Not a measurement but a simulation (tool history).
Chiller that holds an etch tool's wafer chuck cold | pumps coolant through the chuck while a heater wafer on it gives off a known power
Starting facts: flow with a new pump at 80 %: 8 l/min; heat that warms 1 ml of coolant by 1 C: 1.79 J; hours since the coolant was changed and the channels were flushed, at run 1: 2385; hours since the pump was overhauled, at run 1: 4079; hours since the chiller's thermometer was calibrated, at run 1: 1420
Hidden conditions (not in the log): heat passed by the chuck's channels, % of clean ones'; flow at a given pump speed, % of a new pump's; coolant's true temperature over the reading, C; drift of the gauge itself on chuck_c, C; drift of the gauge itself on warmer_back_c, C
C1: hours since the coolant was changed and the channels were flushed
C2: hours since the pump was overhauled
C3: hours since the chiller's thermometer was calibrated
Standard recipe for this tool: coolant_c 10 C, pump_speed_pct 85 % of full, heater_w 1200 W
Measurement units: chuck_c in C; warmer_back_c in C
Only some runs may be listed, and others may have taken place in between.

Run 1, hour 0.0: usual settings; C1 2385; C2 4079; C3 1420. Result: chuck_c 23.0 C, warmer_back_c 5.49 C.
Run 2, hour 173.7: usual settings; C1 2559; C2 4253; C3 1594. Result: chuck_c 23.2 C, warmer_back_c 5.49 C.
Run 3, hour 247.9: usual settings but heater_w 975 W; C1 2633; C2 4327; C3 1668. Result: chuck_c 20.7 C, warmer_back_c 4.46 C.
Run 4, hour 379.7: usual settings but heater_w 975 W; C1 2765; C2 4459; C3 1800. Result: chuck_c 20.7 C, warmer_back_c 4.51 C.
Run 5, hour 499.9: usual settings but heater_w 975 W; C1 2885; C2 4579; C3 1920. Result: chuck_c 20.9 C, warmer_back_c 4.55 C.
Run 6, hour 635.2: usual settings; C1 3020; C2 4714; C3 2055. Result: chuck_c 23.4 C, warmer_back_c 5.70 C.
Run 7, hour 772.9: usual settings but pump_speed_pct 62 % of full; C1 3158; C2 4852; C3 2193. Result: chuck_c 26.1 C, warmer_back_c 7.65 C.
At hour 791.1: coolant pump overhauled.
At hour 812.1: coolant changed, channels flushed.
Run 8, hour 935.7: usual settings but heater_w 1230 W; C1 124; C2 139; C3 2345. Result: chuck_c 21.2 C, warmer_back_c 4.93 C.
Run 9, hour 1021.1: usual settings but heater_w 770 W; C1 209; C2 224; C3 2430. Result: chuck_c 17.1 C, warmer_back_c 3.10 C.
Run 10, hour 1146.7: usual settings but heater_w 770 W; C1 335; C2 350; C3 2556. Result: chuck_c 17.5 C, warmer_back_c 3.13 C.
Run 11, hour 1301.8: usual settings but coolant_c 14 C; C1 490; C2 505; C3 2711. Result: chuck_c 25.2 C, warmer_back_c 4.86 C.
Run 12, hour 1465.2: usual settings but coolant_c 14 C; C1 653; C2 668; C3 2874. Result: chuck_c 25.2 C, warmer_back_c 4.89 C.
Run 13, hour 1607.3: usual settings but coolant_c 14 C; C1 795; C2 810; C3 3016. Result: chuck_c 25.6 C, warmer_back_c 4.93 C.
Run 14, hour 1747.8: usual settings but coolant_c 14 C; C1 936; C2 951; C3 3157. Result: chuck_c 25.5 C, warmer_back_c 4.96 C.
Run 15, hour 1893.3: usual settings but coolant_c 14 C, pump_speed_pct 88 % of full; C1 1081; C2 1096; C3 3302. Result: chuck_c 25.6 C, warmer_back_c 4.80 C.
Run 16, hour 2025.3: usual settings but coolant_c 14 C, pump_speed_pct 88 % of full; C1 1213; C2 1228; C3 3434. Result: chuck_c 25.5 C, warmer_back_c 4.88 C.
Run 17, hour 2142.0: usual settings but coolant_c 14 C, pump_speed_pct 88 % of full; C1 1330; C2 1345; C3 3551. Result: chuck_c 25.6 C, warmer_back_c 4.88 C.
Run 18, hour 2266.0: usual settings but coolant_c 14 C, pump_speed_pct 61 % of full, heater_w 1198 W; C1 1454; C2 1469; C3 3675. Result: chuck_c 28.5 C, warmer_back_c 6.90 C.
At hour 2276.1: chiller's thermometer calibrated.
Run 19, hour 2440.7: usual settings but coolant_c 2 C, pump_speed_pct 61 % of full, heater_w 1436 W; C1 1628; C2 1643; C3 165. Result: chuck_c 19.2 C, warmer_back_c 8.33 C.
Run 20, hour 2536.2: usual settings but pump_speed_pct 64 % of full; C1 1723; C2 1738; C3 260. Result: chuck_c 24.0 C, warmer_back_c 6.72 C.
Run 21, hour 2626.9: usual settings but pump_speed_pct 64 % of full; C1 1814; C2 1829; C3 351. Result: chuck_c 24.1 C, warmer_back_c 6.71 C.
Run 22, hour 2802.7: usual settings but coolant_c 2 C, pump_speed_pct 92 % of full, heater_w 1444 W; C1 1990; C2 2005; C3 527. Result: chuck_c 15.8 C, warmer_back_c 5.74 C.
Run 23, hour 2933.5: usual settings but heater_w 985 W; C1 2120; C2 2135; C3 657. Result: chuck_c 19.9 C, warmer_back_c 4.20 C.
Run 24, hour 3019.9: usual settings but heater_w 985 W; C1 2207; C2 2222; C3 744. Result: chuck_c 20.2 C, warmer_back_c 4.18 C.
Run 25, hour 3126.7: usual settings but coolant_c 7 C, pump_speed_pct 64 % of full, heater_w 985 W; C1 2314; C2 2329; C3 851. Result: chuck_c 18.8 C, warmer_back_c 5.60 C.
Run 26, hour 3221.1: usual settings but coolant_c 1 C, pump_speed_pct 64 % of full, heater_w 1601 W; C1 2408; C2 2423; C3 945. Result: chuck_c 20.2 C, warmer_back_c 9.10 C.
Run 27, hour 3363.6: usual settings but coolant_c 1 C, pump_speed_pct 64 % of full, heater_w 1601 W; C1 2550; C2 2565; C3 1088. Result: chuck_c 20.6 C, warmer_back_c 9.16 C.
Run 28, hour 3462.0: usual settings but coolant_c 1 C, pump_speed_pct 64 % of full, heater_w 1601 W; C1 2649; C2 2664; C3 1186. Result: chuck_c 20.8 C, warmer_back_c 9.26 C.
Run 29, hour 3617.2: usual settings but coolant_c 18 C, pump_speed_pct 79 % of full, heater_w 1395 W; C1 2804; C2 2819; C3 1341. Result: chuck_c 33.3 C, warmer_back_c 6.58 C.
Run 30, hour 3772.6: usual settings but coolant_c 18 C, pump_speed_pct 79 % of full, heater_w 1395 W; C1 2959; C2 2974; C3 1496. Result: chuck_c 33.7 C, warmer_back_c 6.59 C.
Run 31, hour 3904.5: usual settings but coolant_c 18 C, pump_speed_pct 79 % of full, heater_w 1395 W; C1 3091; C2 3106; C3 1628. Result: chuck_c 33.6 C, warmer_back_c 6.67 C.
At hour 3997.6: coolant changed, channels flushed.
Run 32, hour 4017.1: usual settings but coolant_c 11 C, pump_speed_pct 79 % of full, heater_w 1757 W; C1 20; C2 3213; C3 1735. Result: chuck_c 28.8 C, warmer_back_c 8.46 C.

Branching from run 32: 3 alternative next runs. What would each branch give?
Run A, hour 4182.5: usual settings but coolant_c 16 C, pump_speed_pct 69 % of full, heater_w 1626 W; C1 185; C2 3378; C3 1900. Result: chuck_c ?, warmer_back_c ?.
Run B, hour 4182.5: usual settings but coolant_c 16 C, heater_w 909 W; C1 185; C2 3378; C3 1900. Result: chuck_c ?, warmer_back_c ?.
Run C, hour 4182.5: usual settings but coolant_c 11 C, pump_speed_pct 79 % of full, heater_w 1075 W; C1 185; C2 3378; C3 1900. Result: chuck_c ?, warmer_back_c ?.

run  chuck_c  warmer_back_c
  A     33.9           8.92
  B     25.1           4.07
  C     22.1           5.17
What these runs would have given with no unlogged condition in the tool:
run  chuck_c  warmer_back_c
  A     32.3           7.86
  B     24.2           3.59
  C     21.0           4.55
